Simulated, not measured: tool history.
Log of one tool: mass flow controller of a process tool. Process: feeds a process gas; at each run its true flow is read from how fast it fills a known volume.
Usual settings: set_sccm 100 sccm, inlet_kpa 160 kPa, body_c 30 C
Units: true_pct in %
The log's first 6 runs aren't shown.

Run 7, hour 1616.4: usual settings. Result: true_pct 101.3 %.
Run 8, hour 1934.7: usual settings. Result: true_pct 101.46 %.
Run 9, hour 2147.4: usual settings but inlet_kpa 202 kPa. Result: true_pct 101.69 %.
Run 10, hour 2475.6: usual settings but inlet_kpa 202 kPa. Result: true_pct 101.68 %.
Run 11, hour 2806.9: usual settings but inlet_kpa 202 kPa. Result: true_pct 101.84 %.
Run 12, hour 3056: usual settings but inlet_kpa 202 kPa. Result: true_pct 101.86 %.
Run 13, hour 3420.8: usual settings but inlet_kpa 278 kPa. Result: true_pct 102.04 %.
Run 14, hour 3770: usual settings. Result: true_pct 102.11 %.
Run 15, hour 3993.7: usual settings. Result: true_pct 102.09 %.
Run 16, hour 4290.2: usual settings but body_c 31 C. Result: true_pct 102.11 %.
Run 17, hour 4552.2: usual settings but set_sccm 148 sccm. Result: true_pct 102.14 %.
Run 18, hour 4893: usual settings but inlet_kpa 186 kPa. Result: true_pct 102.49 %.
Run 19, hour 5208.1: usual settings but inlet_kpa 186 kPa. Result: true_pct 102.6 %.
Run 20, hour 5600.8: usual settings but inlet_kpa 186 kPa. Result: true_pct 102.74 %.
Run 21, hour 5984.4: usual settings. Result: true_pct 102.75 %.
Run 22, hour 6299.2: usual settings. Result: true_pct 102.94 %.
Run 23, hour 6518.9: usual settings but set_sccm 20 sccm, inlet_kpa 144 kPa, body_c 28 C. Result: true_pct 108.69 %.
Run 24, hour 6684.4: usual settings but set_sccm 20 sccm, inlet_kpa 144 kPa, body_c 28 C. Result: true_pct 108.99 %.
Run 25, hour 6993.9: usual settings but set_sccm 21 sccm, inlet_kpa 226 kPa, body_c 33 C. Result: true_pct 108.56 %.
Run 26, hour 7343.1: usual settings but set_sccm 21 sccm, inlet_kpa 174 kPa, body_c 25 C. Result: true_pct 109.73 %.
Run 27, hour 7661.4: usual settings but set_sccm 115 sccm, inlet_kpa 174 kPa, body_c 25 C. Result: true_pct 103.69 %.
At hour 7684.6: controller exchanged for a calibrated one.
Run 28, hour 7960.4: usual settings but set_sccm 36 sccm, inlet_kpa 195 kPa, body_c 23 C. Result: true_pct 100.19 %.
Run 29, hour 8345.2: usual settings but inlet_kpa 189 kPa, body_c 37 C. Result: true_pct 98.99 %.
Run 30, hour 8669.9: usual settings but set_sccm 84 sccm. Result: true_pct 99.82 %.

Forecast run 31:
Run 31, hour 8913.5: usual settings but set_sccm 49 sccm, body_c 28 C. Result: true_pct ?.

{"run 31": {"true_pct": 100.36}}
Without the tool's hidden state the same run would have given true_pct 99.48 %.
